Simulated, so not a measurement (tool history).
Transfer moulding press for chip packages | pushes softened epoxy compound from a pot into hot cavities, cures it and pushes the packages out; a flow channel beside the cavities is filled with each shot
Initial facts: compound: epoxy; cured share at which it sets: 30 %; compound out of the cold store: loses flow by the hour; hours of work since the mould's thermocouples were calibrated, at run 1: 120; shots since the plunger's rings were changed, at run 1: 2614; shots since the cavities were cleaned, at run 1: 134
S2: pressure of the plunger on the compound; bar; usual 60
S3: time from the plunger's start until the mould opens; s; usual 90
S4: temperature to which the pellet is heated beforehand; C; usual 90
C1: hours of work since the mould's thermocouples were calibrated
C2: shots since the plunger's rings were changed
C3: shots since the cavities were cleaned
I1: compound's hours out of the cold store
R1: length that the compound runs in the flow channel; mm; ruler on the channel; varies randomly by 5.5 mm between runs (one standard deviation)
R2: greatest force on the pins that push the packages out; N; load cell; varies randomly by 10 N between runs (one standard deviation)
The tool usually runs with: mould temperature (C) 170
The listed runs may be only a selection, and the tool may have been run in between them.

{"run": 1, "hour": 0.0, "mould temperature (C)": 170, "S2": 60, "S3": 90, "S4": 90, "C1": 120, "C2": 2614, "C3": 134, "I1": 19.1, "R1": 687, "R2": 525}
{"run": 2, "hour": 71.9, "mould temperature (C)": 170, "S2": 60, "S3": 90, "S4": 90, "C1": 159, "C2": 3381, "C3": 901, "I1": 34.6, "R1": 624, "R2": 714}
{"hour": 87.0, "done": "plunger's sealing rings changed"}
{"hour": 97.1, "done": "cavities cleaned with cleaning compound and waxed"}
{"run": 3, "hour": 133.7, "mould temperature (C)": 170, "S2": 60, "S3": 90, "S4": 90, "C1": 191, "C2": 483, "C3": 391, "I1": 10.2, "R1": 750, "R2": 644}
{"run": 4, "hour": 170.9, "mould temperature (C)": 170, "S2": 60, "S3": 90, "S4": 90, "C1": 211, "C2": 879, "C3": 787, "I1": 41.6, "R1": 625, "R2": 738}
{"hour": 207.5, "done": "cavities cleaned with cleaning compound and waxed"}
{"run": 5, "hour": 245.3, "mould temperature (C)": 170, "S2": 60, "S3": 90, "S4": 90, "C1": 251, "C2": 1657, "C3": 403, "I1": 19.7, "R1": 699, "R2": 647}
{"run": 6, "hour": 298.3, "mould temperature (C)": 170, "S2": 60, "S3": 90, "S4": 90, "C1": 280, "C2": 2223, "C3": 969, "I1": 27.5, "R1": 664, "R2": 766}
{"hour": 316.9, "done": "cavities cleaned with cleaning compound and waxed"}
{"run": 7, "hour": 368.7, "mould temperature (C)": 170, "S2": 60, "S3": 90, "S4": 90, "C1": 318, "C2": 2958, "C3": 553, "I1": 43.2, "R1": 593, "R2": 691}
{"hour": 422.7, "done": "plunger's sealing rings changed"}
{"hour": 424.2, "done": "cavities cleaned with cleaning compound and waxed"}
{"run": 8, "hour": 457.6, "mould temperature (C)": 170, "S2": 60, "S3": 90, "S4": 90, "C1": 364, "C2": 356, "C3": 356, "I1": 36.5, "R1": 646, "R2": 641}
{"run": 9, "hour": 498.1, "mould temperature (C)": 176, "S2": 60, "S3": 90, "S4": 90, "C1": 387, "C2": 788, "C3": 788, "I1": 40.1, "R1": 620, "R2": 662}
{"hour": 534.0, "done": "cavities cleaned with cleaning compound and waxed"}
{"run": 10, "hour": 536.8, "mould temperature (C)": 176, "S2": 60, "S3": 90, "S4": 90, "C1": 407, "C2": 1185, "C3": 31, "I1": 17.6, "R1": 697, "R2": 453}
{"run": 11, "hour": 577.1, "mould temperature (C)": 176, "S2": 64.9, "S3": 90, "S4": 90, "C1": 429, "C2": 1615, "C3": 461, "I1": 31.1, "R1": 668, "R2": 601}
{"run": 12, "hour": 619.9, "mould temperature (C)": 164, "S2": 60, "S3": 90, "S4": 99, "C1": 452, "C2": 2071, "C3": 917, "I1": 35.1, "R1": 650, "R2": 974}
{"hour": 633.6, "done": "mould's thermocouples calibrated"}
{"hour": 641.8, "done": "cavities cleaned with cleaning compound and waxed"}
{"run": 13, "hour": 672.4, "mould temperature (C)": 165, "S2": 46.3, "S3": 90, "S4": 83, "C1": 20, "C2": 2595, "C3": 327, "I1": 17.9, "R1": 620, "R2": 773}
{"hour": 748.9, "done": "cavities cleaned with cleaning compound and waxed"}
{"run": 14, "hour": 755.9, "mould temperature (C)": 165, "S2": 46.3, "S3": 96, "S4": 83, "C1": 65, "C2": 3470, "C3": 76, "I1": 30.5, "R1": 562, "R2": 543}
{"hour": 766.3, "done": "plunger's sealing rings changed"}
{"run": 15, "hour": 822.6, "mould temperature (C)": 165, "S2": 46.3, "S3": 96, "S4": 83, "C1": 100, "C2": 601, "C3": 760, "I1": 9.3, "R1": 680, "R2": 847}
{"hour": 857.9, "done": "cavities cleaned with cleaning compound and waxed"}
{"run": 16, "hour": 878.2, "mould temperature (C)": 163, "S2": 69.6, "S3": 123, "S4": 83, "C1": 130, "C2": 1179, "C3": 217, "I1": 28.3, "R1": 732, "R2": 570}

Alternative continuations, all from the tool just after run 16; predict every row:
{"run": "A", "hour": 941.0, "mould temperature (C)": 163, "S2": 69.6, "S3": 123, "S4": 85, "C1": 164, "C2": 1848, "C3": 886, "I1": 28.6, "R1": "?", "R2": "?"}
{"run": "B", "hour": 941.0, "mould temperature (C)": 170, "S2": 60, "S3": 71, "S4": 87, "C1": 164, "C2": 1848, "C3": 886, "I1": 29.8, "R1": "?", "R2": "?"}
{"run": "C", "hour": 941.0, "mould temperature (C)": 170, "S2": 71.9, "S3": 90, "S4": 82, "C1": 164, "C2": 1848, "C3": 886, "I1": 23, "R1": "?", "R2": "?"}

run=A R1=727 R2=714
run=B R1=658 R2=1029
run=C R1=755 R2=782
Take away the tool's hidden state, keep each run's random variation, and the runs would have read:
run=A R1=751 R2=437
run=B R1=680 R2=637
run=C R1=780 R2=476
